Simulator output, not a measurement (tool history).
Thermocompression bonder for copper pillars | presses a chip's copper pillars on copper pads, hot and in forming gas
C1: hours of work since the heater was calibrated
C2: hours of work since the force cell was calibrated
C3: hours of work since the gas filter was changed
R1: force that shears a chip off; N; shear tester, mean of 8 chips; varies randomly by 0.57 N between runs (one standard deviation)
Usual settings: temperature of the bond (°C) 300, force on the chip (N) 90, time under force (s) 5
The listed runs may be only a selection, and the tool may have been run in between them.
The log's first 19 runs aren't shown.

run 20 hour=326.3 | temperature_of_the_bond_(°C)=300 force_on_the_chip_(N)=75 time_under_force_(s)=13 | C1=159 C2=665 C3=185 | R1=56.9
run 21 hour=347.6 | temperature_of_the_bond_(°C)=319 force_on_the_chip_(N)=75 time_under_force_(s)=12 | C1=167 C2=674 C3=193 | R1=66.1
run 22 hour=361.6 | temperature_of_the_bond_(°C)=300 force_on_the_chip_(N)=79 time_under_force_(s)=5 | C1=173 C2=680 C3=199 | R1=42
run 23 hour=375.3 | temperature_of_the_bond_(°C)=300 force_on_the_chip_(N)=114 time_under_force_(s)=12 | C1=179 C2=685 C3=205 | R1=67.7
run 24 hour=398.9 | temperature_of_the_bond_(°C)=291 force_on_the_chip_(N)=61 time_under_force_(s)=12 | C1=188 C2=695 C3=214 | R1=42.9
run 25 hour=419.9 | temperature_of_the_bond_(°C)=300 force_on_the_chip_(N)=85 time_under_force_(s)=3 | C1=197 C2=703 C3=223 | R1=36.2
run 26 hour=441.4 | temperature_of_the_bond_(°C)=287 force_on_the_chip_(N)=85 time_under_force_(s)=3 | C1=205 C2=712 C3=231 | R1=30.7
-- hour=448.1 forming gas filter changed
run 27 hour=453.9 | temperature_of_the_bond_(°C)=324 force_on_the_chip_(N)=55 time_under_force_(s)=5 | C1=210 C2=717 C3=2 | R1=47
run 28 hour=475.8 | temperature_of_the_bond_(°C)=318 force_on_the_chip_(N)=59 time_under_force_(s)=7 | C1=219 C2=726 C3=11 | R1=51.6
run 29 hour=495.9 | temperature_of_the_bond_(°C)=300 force_on_the_chip_(N)=128 time_under_force_(s)=7 | C1=227 C2=734 C3=19 | R1=69.4
run 30 hour=506 | temperature_of_the_bond_(°C)=300 force_on_the_chip_(N)=64 time_under_force_(s)=8 | C1=231 C2=738 C3=23 | R1=46.7
run 31 hour=519.5 | temperature_of_the_bond_(°C)=296 force_on_the_chip_(N)=64 time_under_force_(s)=8 | C1=237 C2=743 C3=29 | R1=44.7
run 32 hour=529.7 | temperature_of_the_bond_(°C)=296 force_on_the_chip_(N)=64 time_under_force_(s)=8 | C1=241 C2=747 C3=33 | R1=43.2
run 33 hour=548.5 | temperature_of_the_bond_(°C)=329 force_on_the_chip_(N)=56 time_under_force_(s)=5 | C1=248 C2=755 C3=40 | R1=50
run 34 hour=570.3 | temperature_of_the_bond_(°C)=306 force_on_the_chip_(N)=90 time_under_force_(s)=8 | C1=257 C2=764 C3=49 | R1=61.3

Branching from run 34: 5 alternative next runs. What would each branch give?
run A hour=582.3 | temperature_of_the_bond_(°C)=290 force_on_the_chip_(N)=134 time_under_force_(s)=5 | C1=262 C2=769 C3=54 | R1=?
run B hour=582.3 | temperature_of_the_bond_(°C)=274 force_on_the_chip_(N)=90 time_under_force_(s)=3 | C1=262 C2=769 C3=54 | R1=?
run C hour=582.3 | temperature_of_the_bond_(°C)=271 force_on_the_chip_(N)=90 time_under_force_(s)=7 | C1=262 C2=769 C3=54 | R1=?
run D hour=582.3 | temperature_of_the_bond_(°C)=306 force_on_the_chip_(N)=62 time_under_force_(s)=6 | C1=262 C2=769 C3=54 | R1=?
run E hour=582.3 | temperature_of_the_bond_(°C)=281 force_on_the_chip_(N)=90 time_under_force_(s)=8 | C1=262 C2=769 C3=54 | R1=?

run=A R1=56.9
run=B R1=29.2
run=C R1=36.7
run=D R1=42.9
run=E R1=45.7
Without the tool's unlogged condition, the same runs would have read:
run=A R1=58.9
run=B R1=30.3
run=C R1=38.2
run=D R1=44.6
run=E R1=47.5
